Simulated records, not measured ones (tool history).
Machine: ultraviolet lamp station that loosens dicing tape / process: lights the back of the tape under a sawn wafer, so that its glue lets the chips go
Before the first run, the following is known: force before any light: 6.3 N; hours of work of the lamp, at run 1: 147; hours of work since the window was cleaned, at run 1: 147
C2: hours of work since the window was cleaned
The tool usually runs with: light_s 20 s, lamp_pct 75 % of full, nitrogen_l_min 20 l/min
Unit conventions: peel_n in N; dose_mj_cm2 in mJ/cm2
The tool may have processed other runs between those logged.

run 1 hour=0 | light_s=20 lamp_pct=75 nitrogen_l_min=20 | hours_of_work_of_the_lamp=147 C2=147 | peel_n=1.118 dose_mj_cm2=216
run 2 hour=66.2 | light_s=20 lamp_pct=75 nitrogen_l_min=14 | hours_of_work_of_the_lamp=196 C2=196 | peel_n=1.392 dose_mj_cm2=210
run 3 hour=139.3 | light_s=20 lamp_pct=75 nitrogen_l_min=20 | hours_of_work_of_the_lamp=251 C2=251 | peel_n=1.339 dose_mj_cm2=202
run 4 hour=216.8 | light_s=20 lamp_pct=75 nitrogen_l_min=20 | hours_of_work_of_the_lamp=309 C2=309 | peel_n=1.472 dose_mj_cm2=191
run 5 hour=283.3 | light_s=20 lamp_pct=75 nitrogen_l_min=20 | hours_of_work_of_the_lamp=359 C2=359 | peel_n=1.553 dose_mj_cm2=179
run 6 hour=364.3 | light_s=20 lamp_pct=75 nitrogen_l_min=20 | hours_of_work_of_the_lamp=419 C2=419 | peel_n=1.754 dose_mj_cm2=166
run 7 hour=427.2 | light_s=20 lamp_pct=75 nitrogen_l_min=6 | hours_of_work_of_the_lamp=466 C2=466 | peel_n=2.629 dose_mj_cm2=160
run 8 hour=476.1 | light_s=20 lamp_pct=75 nitrogen_l_min=6 | hours_of_work_of_the_lamp=503 C2=503 | peel_n=2.678 dose_mj_cm2=153
run 9 hour=534.2 | light_s=20 lamp_pct=75 nitrogen_l_min=6 | hours_of_work_of_the_lamp=546 C2=546 | peel_n=2.894 dose_mj_cm2=143
run 10 hour=568 | light_s=20 lamp_pct=75 nitrogen_l_min=6 | hours_of_work_of_the_lamp=572 C2=572 | peel_n=2.848 dose_mj_cm2=143
-- hour=624 lamp changed
-- hour=624.5 window cleaned of glue's vapour
run 11 hour=630.1 | light_s=20 lamp_pct=75 nitrogen_l_min=6 | hours_of_work_of_the_lamp=4 C2=4 | peel_n=1.592 dose_mj_cm2=255
run 12 hour=700 | light_s=20 lamp_pct=67 nitrogen_l_min=20 | hours_of_work_of_the_lamp=56 C2=56 | peel_n=1.159 dose_mj_cm2=208
run 13 hour=748.6 | light_s=20 lamp_pct=75 nitrogen_l_min=20 | hours_of_work_of_the_lamp=93 C2=93 | peel_n=1.051 dose_mj_cm2=229
run 14 hour=822.4 | light_s=20 lamp_pct=69 nitrogen_l_min=20 | hours_of_work_of_the_lamp=148 C2=148 | peel_n=1.278 dose_mj_cm2=203
run 15 hour=888.7 | light_s=19 lamp_pct=75 nitrogen_l_min=20 | hours_of_work_of_the_lamp=198 C2=198 | peel_n=1.342 dose_mj_cm2=200
run 16 hour=925 | light_s=19 lamp_pct=75 nitrogen_l_min=20 | hours_of_work_of_the_lamp=225 C2=225 | peel_n=1.389 dose_mj_cm2=196
run 17 hour=980.5 | light_s=20 lamp_pct=75 nitrogen_l_min=20 | hours_of_work_of_the_lamp=266 C2=266 | peel_n=1.334 dose_mj_cm2=197
run 18 hour=1046 | light_s=20 lamp_pct=75 nitrogen_l_min=20 | hours_of_work_of_the_lamp=315 C2=315 | peel_n=1.434 dose_mj_cm2=190
run 19 hour=1083.5 | light_s=20 lamp_pct=75 nitrogen_l_min=20 | hours_of_work_of_the_lamp=343 C2=343 | peel_n=1.42 dose_mj_cm2=187
run 20 hour=1129.9 | light_s=20 lamp_pct=75 nitrogen_l_min=20 | hours_of_work_of_the_lamp=378 C2=378 | peel_n=1.568 dose_mj_cm2=176
run 21 hour=1188.5 | light_s=20 lamp_pct=75 nitrogen_l_min=20 | hours_of_work_of_the_lamp=422 C2=422 | peel_n=1.688 dose_mj_cm2=173
run 22 hour=1254.5 | light_s=12 lamp_pct=75 nitrogen_l_min=20 | hours_of_work_of_the_lamp=471 C2=471 | peel_n=2.86 dose_mj_cm2=96
run 23 hour=1330.1 | light_s=12 lamp_pct=63 nitrogen_l_min=12 | hours_of_work_of_the_lamp=528 C2=528 | peel_n=3.709 dose_mj_cm2=76
run 24 hour=1406.8 | light_s=10 lamp_pct=67 nitrogen_l_min=16 | hours_of_work_of_the_lamp=585 C2=585 | peel_n=3.91 dose_mj_cm2=64
-- hour=1439.6 lamp changed
-- hour=1440.1 window cleaned of glue's vapour
run 25 hour=1484.4 | light_s=27 lamp_pct=64 nitrogen_l_min=19 | hours_of_work_of_the_lamp=33 C2=33 | peel_n=0.725 dose_mj_cm2=289
run 26 hour=1536.2 | light_s=16 lamp_pct=66 nitrogen_l_min=7 | hours_of_work_of_the_lamp=72 C2=72 | peel_n=2.312 dose_mj_cm2=170
run 27 hour=1579.3 | light_s=16 lamp_pct=66 nitrogen_l_min=7 | hours_of_work_of_the_lamp=104 C2=104 | peel_n=2.472 dose_mj_cm2=164
run 28 hour=1647.6 | light_s=26 lamp_pct=75 nitrogen_l_min=7 | hours_of_work_of_the_lamp=155 C2=155 | peel_n=1.237 dose_mj_cm2=292
run 29 hour=1721.8 | light_s=26 lamp_pct=75 nitrogen_l_min=7 | hours_of_work_of_the_lamp=211 C2=211 | peel_n=1.333 dose_mj_cm2=279
run 30 hour=1788.8 | light_s=18 lamp_pct=88 nitrogen_l_min=15 | hours_of_work_of_the_lamp=261 C2=261 | peel_n=1.325 dose_mj_cm2=214
run 31 hour=1848.7 | light_s=18 lamp_pct=88 nitrogen_l_min=15 | hours_of_work_of_the_lamp=306 C2=306 | peel_n=1.436 dose_mj_cm2=210
run 32 hour=1894.7 | light_s=20 lamp_pct=92 nitrogen_l_min=13 | hours_of_work_of_the_lamp=340 C2=340 | peel_n=1.3 dose_mj_cm2=231
run 33 hour=1960.1 | light_s=20 lamp_pct=92 nitrogen_l_min=13 | hours_of_work_of_the_lamp=389 C2=389 | peel_n=1.431 dose_mj_cm2=220

Run 34, settings as shown, results not yet in. Your forecast:
run 34 hour=2022.3 | light_s=39 lamp_pct=75 nitrogen_l_min=36 | hours_of_work_of_the_lamp=435 C2=435 | peel_n=? dose_mj_cm2=?

Run 34 measured peel_n 0.423 N, dose_mj_cm2 331 mJ/cm2.
Had the tool carried no hidden state, the very same run would have given peel_n 0.238 N, dose_mj_cm2 498 mJ/cm2.

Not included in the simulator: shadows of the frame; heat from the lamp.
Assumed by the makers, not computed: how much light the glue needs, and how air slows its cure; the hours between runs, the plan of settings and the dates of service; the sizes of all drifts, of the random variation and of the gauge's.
